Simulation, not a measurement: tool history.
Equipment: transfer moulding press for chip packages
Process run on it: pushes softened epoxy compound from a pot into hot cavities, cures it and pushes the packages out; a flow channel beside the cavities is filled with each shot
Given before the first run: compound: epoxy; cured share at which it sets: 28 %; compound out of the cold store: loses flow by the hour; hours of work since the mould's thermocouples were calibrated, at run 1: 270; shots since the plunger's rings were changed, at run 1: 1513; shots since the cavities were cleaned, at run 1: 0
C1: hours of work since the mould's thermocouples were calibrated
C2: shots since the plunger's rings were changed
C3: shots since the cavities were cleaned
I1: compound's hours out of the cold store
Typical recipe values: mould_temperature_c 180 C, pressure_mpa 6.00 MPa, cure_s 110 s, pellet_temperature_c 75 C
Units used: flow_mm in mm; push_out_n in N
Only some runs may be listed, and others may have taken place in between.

{"run": 1, "hour": 0.0, "mould_temperature_c": 180, "pressure_mpa": 6.0, "cure_s": 110, "pellet_temperature_c": 75, "C1": 270, "C2": 1513, "C3": 0, "I1": 18.9, "flow_mm": 990, "push_out_n": 455}
{"run": 2, "hour": 10.7, "mould_temperature_c": 180, "pressure_mpa": 6.0, "cure_s": 110, "pellet_temperature_c": 75, "C1": 277, "C2": 1629, "C3": 116, "I1": 30.1, "flow_mm": 928, "push_out_n": 490}
{"run": 3, "hour": 28.5, "mould_temperature_c": 180, "pressure_mpa": 6.0, "cure_s": 110, "pellet_temperature_c": 75, "C1": 290, "C2": 1821, "C3": 308, "I1": 40.0, "flow_mm": 869, "push_out_n": 573}
{"run": 4, "hour": 49.3, "mould_temperature_c": 180, "pressure_mpa": 6.0, "cure_s": 110, "pellet_temperature_c": 75, "C1": 304, "C2": 2047, "C3": 534, "I1": 45.3, "flow_mm": 839, "push_out_n": 608}
{"run": 5, "hour": 61.2, "mould_temperature_c": 180, "pressure_mpa": 6.0, "cure_s": 110, "pellet_temperature_c": 75, "C1": 312, "C2": 2175, "C3": 662, "I1": 24.1, "flow_mm": 958, "push_out_n": 664}
{"hour": 65.6, "done": "cavities cleaned with cleaning compound and waxed"}
{"run": 6, "hour": 80.6, "mould_temperature_c": 180, "pressure_mpa": 6.0, "cure_s": 110, "pellet_temperature_c": 75, "C1": 325, "C2": 2369, "C3": 162, "I1": 27.6, "flow_mm": 935, "push_out_n": 755}
{"run": 7, "hour": 90.0, "mould_temperature_c": 180, "pressure_mpa": 6.0, "cure_s": 110, "pellet_temperature_c": 75, "C1": 331, "C2": 2471, "C3": 264, "I1": 38.0, "flow_mm": 872, "push_out_n": 743}
{"run": 8, "hour": 107.0, "mould_temperature_c": 180, "pressure_mpa": 6.0, "cure_s": 119, "pellet_temperature_c": 75, "C1": 343, "C2": 2654, "C3": 447, "I1": 21.6, "flow_mm": 967, "push_out_n": 750}
{"run": 9, "hour": 120.5, "mould_temperature_c": 180, "pressure_mpa": 6.0, "cure_s": 90, "pellet_temperature_c": 75, "C1": 352, "C2": 2801, "C3": 594, "I1": 42.8, "flow_mm": 844, "push_out_n": 990}
{"hour": 131.8, "done": "cavities cleaned with cleaning compound and waxed"}
{"run": 10, "hour": 136.4, "mould_temperature_c": 180, "pressure_mpa": 6.0, "cure_s": 90, "pellet_temperature_c": 75, "C1": 362, "C2": 2957, "C3": 51, "I1": 11.7, "flow_mm": 1030, "push_out_n": 661}
{"run": 11, "hour": 147.6, "mould_temperature_c": 180, "pressure_mpa": 6.0, "cure_s": 90, "pellet_temperature_c": 75, "C1": 370, "C2": 3078, "C3": 172, "I1": 28.4, "flow_mm": 924, "push_out_n": 678}
{"run": 12, "hour": 162.5, "mould_temperature_c": 180, "pressure_mpa": 6.0, "cure_s": 90, "pellet_temperature_c": 75, "C1": 380, "C2": 3239, "C3": 333, "I1": 28.4, "flow_mm": 917, "push_out_n": 728}
{"run": 13, "hour": 171.6, "mould_temperature_c": 180, "pressure_mpa": 6.0, "cure_s": 90, "pellet_temperature_c": 75, "C1": 387, "C2": 3337, "C3": 431, "I1": 40.8, "flow_mm": 849, "push_out_n": 722}
{"run": 14, "hour": 184.8, "mould_temperature_c": 180, "pressure_mpa": 6.0, "cure_s": 90, "pellet_temperature_c": 75, "C1": 396, "C2": 3480, "C3": 574, "I1": 39.6, "flow_mm": 854, "push_out_n": 782}
{"hour": 190.3, "done": "cavities cleaned with cleaning compound and waxed, once more"}
{"run": 15, "hour": 199.5, "mould_temperature_c": 180, "pressure_mpa": 6.0, "cure_s": 90, "pellet_temperature_c": 75, "C1": 405, "C2": 3623, "C3": 100, "I1": 32.3, "flow_mm": 895, "push_out_n": 634}
{"run": 16, "hour": 216.7, "mould_temperature_c": 177, "pressure_mpa": 6.0, "cure_s": 130, "pellet_temperature_c": 75, "C1": 417, "C2": 3809, "C3": 286, "I1": 30.4, "flow_mm": 907, "push_out_n": 538}
{"run": 17, "hour": 229.8, "mould_temperature_c": 179, "pressure_mpa": 6.0, "cure_s": 130, "pellet_temperature_c": 82, "C1": 426, "C2": 3951, "C3": 428, "I1": 11.2, "flow_mm": 1016, "push_out_n": 550}
{"run": 18, "hour": 248.1, "mould_temperature_c": 176, "pressure_mpa": 7.39, "cure_s": 125, "pellet_temperature_c": 75, "C1": 439, "C2": 4149, "C3": 626, "I1": 31.4, "flow_mm": 1010, "push_out_n": 669}
{"hour": 256.0, "done": "cavities cleaned with cleaning compound and waxed"}
{"run": 19, "hour": 261.9, "mould_temperature_c": 178, "pressure_mpa": 6.85, "cure_s": 99, "pellet_temperature_c": 75, "C1": 447, "C2": 4281, "C3": 63, "I1": 27.9, "flow_mm": 986, "push_out_n": 628}
{"run": 20, "hour": 271.9, "mould_temperature_c": 185, "pressure_mpa": 6.85, "cure_s": 104, "pellet_temperature_c": 69, "C1": 454, "C2": 4389, "C3": 171, "I1": 28.7, "flow_mm": 954, "push_out_n": 516}
{"run": 21, "hour": 292.9, "mould_temperature_c": 173, "pressure_mpa": 6.15, "cure_s": 134, "pellet_temperature_c": 72, "C1": 469, "C2": 4617, "C3": 399, "I1": 41.4, "flow_mm": 870, "push_out_n": 630}
{"run": 22, "hour": 304.1, "mould_temperature_c": 185, "pressure_mpa": 6.0, "cure_s": 110, "pellet_temperature_c": 75, "C1": 476, "C2": 4738, "C3": 520, "I1": 20.2, "flow_mm": 934, "push_out_n": 591}
{"hour": 321.1, "done": "cavities cleaned with cleaning compound and waxed"}
{"run": 23, "hour": 321.2, "mould_temperature_c": 185, "pressure_mpa": 6.33, "cure_s": 110, "pellet_temperature_c": 70, "C1": 487, "C2": 4907, "C3": 2, "I1": 12.7, "flow_mm": 1010, "push_out_n": 426}
{"run": 24, "hour": 335.7, "mould_temperature_c": 185, "pressure_mpa": 6.33, "cure_s": 110, "pellet_temperature_c": 70, "C1": 497, "C2": 5064, "C3": 159, "I1": 43.0, "flow_mm": 830, "push_out_n": 481}
{"run": 25, "hour": 356.5, "mould_temperature_c": 180, "pressure_mpa": 6.52, "cure_s": 110, "pellet_temperature_c": 71, "C1": 512, "C2": 5289, "C3": 384, "I1": 31.4, "flow_mm": 923, "push_out_n": 566}
{"run": 26, "hour": 374.6, "mould_temperature_c": 177, "pressure_mpa": 6.52, "cure_s": 110, "pellet_temperature_c": 69, "C1": 524, "C2": 5484, "C3": 579, "I1": 14.4, "flow_mm": 1035, "push_out_n": 720}
{"hour": 386.4, "done": "cavities cleaned with cleaning compound and waxed"}
{"run": 27, "hour": 387.3, "mould_temperature_c": 180, "pressure_mpa": 6.0, "cure_s": 110, "pellet_temperature_c": 74, "C1": 532, "C2": 5606, "C3": 10, "I1": 34.8, "flow_mm": 862, "push_out_n": 434}
{"run": 28, "hour": 401.7, "mould_temperature_c": 183, "pressure_mpa": 6.99, "cure_s": 110, "pellet_temperature_c": 75, "C1": 542, "C2": 5761, "C3": 165, "I1": 11.3, "flow_mm": 1065, "push_out_n": 504}
{"run": 29, "hour": 412.1, "mould_temperature_c": 184, "pressure_mpa": 6.62, "cure_s": 132, "pellet_temperature_c": 75, "C1": 549, "C2": 5874, "C3": 278, "I1": 26.5, "flow_mm": 936, "push_out_n": 502}

Across each entry between runs, compare the hidden state at the last listed run before it with the hidden state at the first listed run after it:
Runs 5 to 6: cavities cleaned with cleaning compound and waxed (hour 65.6)
  true mould temperature over the reading, C: 0.34 -> 0.36; pressure that reaches the compound, % of what is set: 95.22 -> 94.81; grip of the stained cavities, % over clean ones': 44.2 -> 64.3
  measured result minus the result with no hidden state, flow_mm: -25 -> -27 mm; push_out_n: +198 -> +290 N
Runs 9 to 10: cavities cleaned with cleaning compound and waxed (hour 131.8)
  true mould temperature over the reading, C: 0.4 -> 0.42; pressure that reaches the compound, % of what is set: 93.95 -> 93.64; grip of the stained cavities, % over clean ones': 71.7 -> 5.9
  measured result minus the result with no hidden state, flow_mm: -28 -> -36 mm; push_out_n: +400 -> +20 N
Runs 14 to 15: cavities cleaned with cleaning compound and waxed, once more (hour 190.3)
  true mould temperature over the reading, C: 0.47 -> 0.48; pressure that reaches the compound, % of what is set: 92.61 -> 92.31; grip of the stained cavities, % over clean ones': 40.1 -> 9.6
  measured result minus the result with no hidden state, flow_mm: -35 -> -38 mm; push_out_n: +210 -> +40 N
Runs 18 to 19: cavities cleaned with cleaning compound and waxed (hour 256.0)
  true mould temperature over the reading, C: 0.54 -> 0.55; pressure that reaches the compound, % of what is set: 91.3 -> 91.05; grip of the stained cavities, % over clean ones': 43.6 -> 13.1
  measured result minus the result with no hidden state, flow_mm: -50 -> -49 mm; push_out_n: +195 -> +57 N
Runs 22 to 23: cavities cleaned with cleaning compound and waxed (hour 321.1)
  true mould temperature over the reading, C: 0.6 -> 0.61; pressure that reaches the compound, % of what is set: 90.18 -> 89.83; grip of the stained cavities, % over clean ones': 42 -> 1.6
  measured result minus the result with no hidden state, flow_mm: -52 -> -58 mm; push_out_n: +172 -> +4 N
Runs 26 to 27: cavities cleaned with cleaning compound and waxed (hour 386.4)
  true mould temperature over the reading, C: 0.67 -> 0.68; pressure that reaches the compound, % of what is set: 88.73 -> 88.5; grip of the stained cavities, % over clean ones': 40.6 -> 1
  measured result minus the result with no hidden state, flow_mm: -67 -> -57 mm; push_out_n: +192 -> -2 N
